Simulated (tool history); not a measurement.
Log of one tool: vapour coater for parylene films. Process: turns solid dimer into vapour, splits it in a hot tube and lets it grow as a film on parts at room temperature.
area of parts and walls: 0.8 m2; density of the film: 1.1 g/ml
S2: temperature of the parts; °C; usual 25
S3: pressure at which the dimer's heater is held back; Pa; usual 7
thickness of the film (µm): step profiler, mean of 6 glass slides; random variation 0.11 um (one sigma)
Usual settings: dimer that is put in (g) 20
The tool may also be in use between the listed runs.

run 1 hour=0 | dimer_that_is_put_in_(g)=20 S2=25 S3=7 | thickness_of_the_film_(µm)=13.23
run 2 hour=25 | dimer_that_is_put_in_(g)=34 S2=25 S3=7 | thickness_of_the_film_(µm)=22.23
run 3 hour=40.5 | dimer_that_is_put_in_(g)=34 S2=25 S3=7 | thickness_of_the_film_(µm)=21.92
run 4 hour=65.3 | dimer_that_is_put_in_(g)=20 S2=25 S3=7 | thickness_of_the_film_(µm)=13.17
run 5 hour=91.9 | dimer_that_is_put_in_(g)=20 S2=25 S3=7 | thickness_of_the_film_(µm)=13.02
run 6 hour=116.2 | dimer_that_is_put_in_(g)=20 S2=25 S3=7 | thickness_of_the_film_(µm)=12.88
run 7 hour=137.8 | dimer_that_is_put_in_(g)=20 S2=21 S3=7 | thickness_of_the_film_(µm)=15.51
run 8 hour=154.3 | dimer_that_is_put_in_(g)=20 S2=21 S3=7 | thickness_of_the_film_(µm)=15.55
run 9 hour=180.5 | dimer_that_is_put_in_(g)=20 S2=25 S3=7 | thickness_of_the_film_(µm)=12.82
run 10 hour=202.2 | dimer_that_is_put_in_(g)=20 S2=25 S3=7 | thickness_of_the_film_(µm)=12.77
run 11 hour=221.8 | dimer_that_is_put_in_(g)=20 S2=23 S3=7 | thickness_of_the_film_(µm)=14
run 12 hour=238.4 | dimer_that_is_put_in_(g)=20 S2=25 S3=7 | thickness_of_the_film_(µm)=12.79
run 13 hour=249.8 | dimer_that_is_put_in_(g)=20 S2=25 S3=7 | thickness_of_the_film_(µm)=12.78
run 14 hour=269.1 | dimer_that_is_put_in_(g)=20 S2=25 S3=7 | thickness_of_the_film_(µm)=12.75
run 15 hour=293.4 | dimer_that_is_put_in_(g)=20 S2=25 S3=4.7 | thickness_of_the_film_(µm)=13.65
run 16 hour=304.9 | dimer_that_is_put_in_(g)=20 S2=25 S3=4.7 | thickness_of_the_film_(µm)=13.66
run 17 hour=322.3 | dimer_that_is_put_in_(g)=20 S2=25 S3=4.7 | thickness_of_the_film_(µm)=13.56
run 18 hour=337.6 | dimer_that_is_put_in_(g)=20 S2=25 S3=4.7 | thickness_of_the_film_(µm)=13.6
run 19 hour=350.8 | dimer_that_is_put_in_(g)=20 S2=25 S3=4.7 | thickness_of_the_film_(µm)=13.67
run 20 hour=367.9 | dimer_that_is_put_in_(g)=20 S2=25 S3=4.7 | thickness_of_the_film_(µm)=13.43
run 21 hour=385.2 | dimer_that_is_put_in_(g)=20 S2=25 S3=4.7 | thickness_of_the_film_(µm)=13.56
run 22 hour=408.6 | dimer_that_is_put_in_(g)=20 S2=25 S3=4.7 | thickness_of_the_film_(µm)=13.29
run 23 hour=430.1 | dimer_that_is_put_in_(g)=20 S2=25 S3=7 | thickness_of_the_film_(µm)=12.64
run 24 hour=443.5 | dimer_that_is_put_in_(g)=20 S2=25 S3=5.14 | thickness_of_the_film_(µm)=13.13
run 25 hour=459.2 | dimer_that_is_put_in_(g)=20 S2=25 S3=5.14 | thickness_of_the_film_(µm)=13.17
run 26 hour=484.3 | dimer_that_is_put_in_(g)=23 S2=36 S3=7 | thickness_of_the_film_(µm)=8.45
run 27 hour=499.7 | dimer_that_is_put_in_(g)=23 S2=36 S3=7 | thickness_of_the_film_(µm)=8.48
run 28 hour=520 | dimer_that_is_put_in_(g)=9 S2=25 S3=2.4 | thickness_of_the_film_(µm)=6.72
run 29 hour=537.4 | dimer_that_is_put_in_(g)=9 S2=24 S3=5.51 | thickness_of_the_film_(µm)=6.02
run 30 hour=557.5 | dimer_that_is_put_in_(g)=13 S2=17 S3=7.31 | thickness_of_the_film_(µm)=11.47
run 31 hour=576.2 | dimer_that_is_put_in_(g)=19 S2=17 S3=2.25 | thickness_of_the_film_(µm)=19.82

The next listed run, before its measurement:
run 32 hour=601.2 | dimer_that_is_put_in_(g)=9 S2=34 S3=9.62 | thickness_of_the_film_(µm)=?

{"run 32": {"thickness of the film (µm)": 3.42}}
Without the tool's hidden state the same run would have given thickness of the film (µm) 3.76.
